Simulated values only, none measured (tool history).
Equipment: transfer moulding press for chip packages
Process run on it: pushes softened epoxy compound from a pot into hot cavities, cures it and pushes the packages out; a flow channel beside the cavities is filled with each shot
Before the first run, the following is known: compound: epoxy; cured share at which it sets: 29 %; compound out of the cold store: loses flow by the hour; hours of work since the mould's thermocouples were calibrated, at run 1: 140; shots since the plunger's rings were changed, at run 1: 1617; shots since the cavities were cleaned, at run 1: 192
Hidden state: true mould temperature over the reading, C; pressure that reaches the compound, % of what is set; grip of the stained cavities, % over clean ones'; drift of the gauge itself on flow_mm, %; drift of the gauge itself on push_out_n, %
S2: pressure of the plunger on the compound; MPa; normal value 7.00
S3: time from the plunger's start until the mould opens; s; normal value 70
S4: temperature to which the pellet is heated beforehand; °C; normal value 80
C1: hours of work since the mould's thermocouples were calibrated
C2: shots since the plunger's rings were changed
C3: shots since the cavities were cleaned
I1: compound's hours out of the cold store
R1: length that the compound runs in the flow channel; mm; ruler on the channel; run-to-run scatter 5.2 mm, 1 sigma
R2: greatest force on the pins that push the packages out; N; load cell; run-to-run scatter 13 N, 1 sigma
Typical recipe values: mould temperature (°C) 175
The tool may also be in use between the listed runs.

run 1 hour=0.0 | mould_temperature_(°C)=175 S2=7.00 S3=70 S4=80 | C1=140 C2=1617 C3=192 | I1=21.7 | R1=615 R2=891
run 2 hour=10.8 | mould_temperature_(°C)=175 S2=7.00 S3=70 S4=80 | C1=144 C2=1713 C3=288 | I1=30.8 | R1=603 R2=929
run 3 hour=28.3 | mould_temperature_(°C)=175 S2=7.00 S3=70 S4=80 | C1=152 C2=1869 C3=444 | I1=34.6 | R1=565 R2=1023
run 4 hour=42.1 | mould_temperature_(°C)=175 S2=7.00 S3=70 S4=80 | C1=157 C2=1991 C3=566 | I1=42.0 | R1=547 R2=1102
run 5 hour=58.7 | mould_temperature_(°C)=175 S2=7.00 S3=70 S4=80 | C1=164 C2=2139 C3=714 | I1=10.2 | R1=667 R2=1304
run 6 hour=71.6 | mould_temperature_(°C)=175 S2=7.00 S3=70 S4=80 | C1=169 C2=2253 C3=828 | I1=41.0 | R1=545 R2=1192
run 7 hour=89.4 | mould_temperature_(°C)=174 S2=7.00 S3=70 S4=80 | C1=177 C2=2411 C3=986 | I1=20.9 | R1=622 R2=1408
-- hour=96.2 cavities cleaned with cleaning compound and waxed
run 8 hour=100.6 | mould_temperature_(°C)=174 S2=7.00 S3=70 S4=80 | C1=181 C2=2497 C3=39 | I1=28.5 | R1=590 R2=752
run 9 hour=115.3 | mould_temperature_(°C)=175 S2=7.00 S3=70 S4=72 | C1=187 C2=2628 C3=170 | I1=30.2 | R1=576 R2=878
run 10 hour=132.4 | mould_temperature_(°C)=175 S2=8.32 S3=70 S4=80 | C1=194 C2=2780 C3=322 | I1=24.4 | R1=645 R2=1069
run 11 hour=148.4 | mould_temperature_(°C)=175 S2=8.32 S3=70 S4=80 | C1=201 C2=2921 C3=463 | I1=40.0 | R1=591 R2=1066
run 12 hour=157.1 | mould_temperature_(°C)=175 S2=8.32 S3=70 S4=80 | C1=204 C2=2998 C3=540 | I1=47.7 | R1=564 R2=1032
run 13 hour=168.5 | mould_temperature_(°C)=175 S2=7.00 S3=70 S4=86 | C1=209 C2=3100 C3=642 | I1=28.1 | R1=586 R2=1142
run 14 hour=179.0 | mould_temperature_(°C)=175 S2=7.00 S3=70 S4=86 | C1=213 C2=3193 C3=735 | I1=30.7 | R1=567 R2=1193
run 15 hour=188.5 | mould_temperature_(°C)=175 S2=7.00 S3=70 S4=80 | C1=217 C2=3277 C3=819 | I1=8.4 | R1=647 R2=1364
-- hour=195.3 plunger's sealing rings changed
run 16 hour=198.7 | mould_temperature_(°C)=168 S2=7.17 S3=54 S4=84 | C1=220 C2=30 C3=887 | I1=30.8 | R1=627 R2=3331
-- hour=217.2 cavities cleaned with cleaning compound and waxed
run 17 hour=217.8 | mould_temperature_(°C)=175 S2=7.00 S3=65 S4=80 | C1=228 C2=187 C3=5 | I1=12.3 | R1=680 R2=876
run 18 hour=226.4 | mould_temperature_(°C)=175 S2=8.68 S3=70 S4=80 | C1=231 C2=263 C3=81 | I1=35.1 | R1=653 R2=743
run 19 hour=239.5 | mould_temperature_(°C)=180 S2=8.25 S3=70 S4=86 | C1=237 C2=379 C3=197 | I1=27.3 | R1=648 R2=696
run 20 hour=253.0 | mould_temperature_(°C)=180 S2=8.25 S3=70 S4=86 | C1=242 C2=499 C3=317 | I1=27.0 | R1=644 R2=704
run 21 hour=265.0 | mould_temperature_(°C)=180 S2=8.25 S3=70 S4=86 | C1=247 C2=605 C3=423 | I1=47.4 | R1=573 R2=769
run 22 hour=278.2 | mould_temperature_(°C)=182 S2=8.19 S3=105 S4=86 | C1=253 C2=723 C3=541 | I1=44.6 | R1=580 R2=725
run 23 hour=295.2 | mould_temperature_(°C)=182 S2=6.80 S3=105 S4=86 | C1=260 C2=874 C3=692 | I1=38.8 | R1=551 R2=785
run 24 hour=306.0 | mould_temperature_(°C)=182 S2=6.80 S3=105 S4=86 | C1=264 C2=970 C3=788 | I1=38.3 | R1=539 R2=783
run 25 hour=317.5 | mould_temperature_(°C)=182 S2=6.80 S3=105 S4=86 | C1=269 C2=1072 C3=890 | I1=17.6 | R1=618 R2=817
run 26 hour=327.1 | mould_temperature_(°C)=170 S2=7.00 S3=95 S4=80 | C1=273 C2=1157 C3=975 | I1=19.8 | R1=644 R2=989
-- hour=335.1 cavities cleaned with cleaning compound and waxed
run 27 hour=344.5 | mould_temperature_(°C)=167 S2=7.00 S3=70 S4=80 | C1=280 C2=1298 C3=83 | I1=29.5 | R1=614 R2=1297
run 28 hour=358.0 | mould_temperature_(°C)=175 S2=7.00 S3=102 S4=80 | C1=285 C2=1418 C3=203 | I1=34.9 | R1=576 R2=600
run 29 hour=372.0 | mould_temperature_(°C)=175 S2=7.00 S3=102 S4=80 | C1=291 C2=1542 C3=327 | I1=17.9 | R1=634 R2=654

Predict each of these 4 candidate next runs independently; none follows another, all start after run 29:
run A hour=384.1 | mould_temperature_(°C)=175 S2=7.00 S3=70 S4=81 | C1=296 C2=1650 C3=435 | I1=9.3 | R1=? R2=?
run B hour=384.1 | mould_temperature_(°C)=175 S2=7.00 S3=70 S4=90 | C1=296 C2=1650 C3=435 | I1=28.3 | R1=? R2=?
run C hour=384.1 | mould_temperature_(°C)=175 S2=5.37 S3=89 S4=80 | C1=296 C2=1650 C3=435 | I1=19.9 | R1=? R2=?
run D hour=384.1 | mould_temperature_(°C)=175 S2=7.72 S3=70 S4=80 | C1=296 C2=1650 C3=435 | I1=32.3 | R1=? R2=?

run=A R1=664 R2=1169
run=B R1=591 R2=1030
run=C R1=553 R2=745
run=D R1=618 R2=1014
Without the tool's unlogged condition, the same runs would have read:
run=A R1=687 R2=699
run=B R1=611 R2=614
run=C R1=572 R2=440
run=D R1=639 R2=606
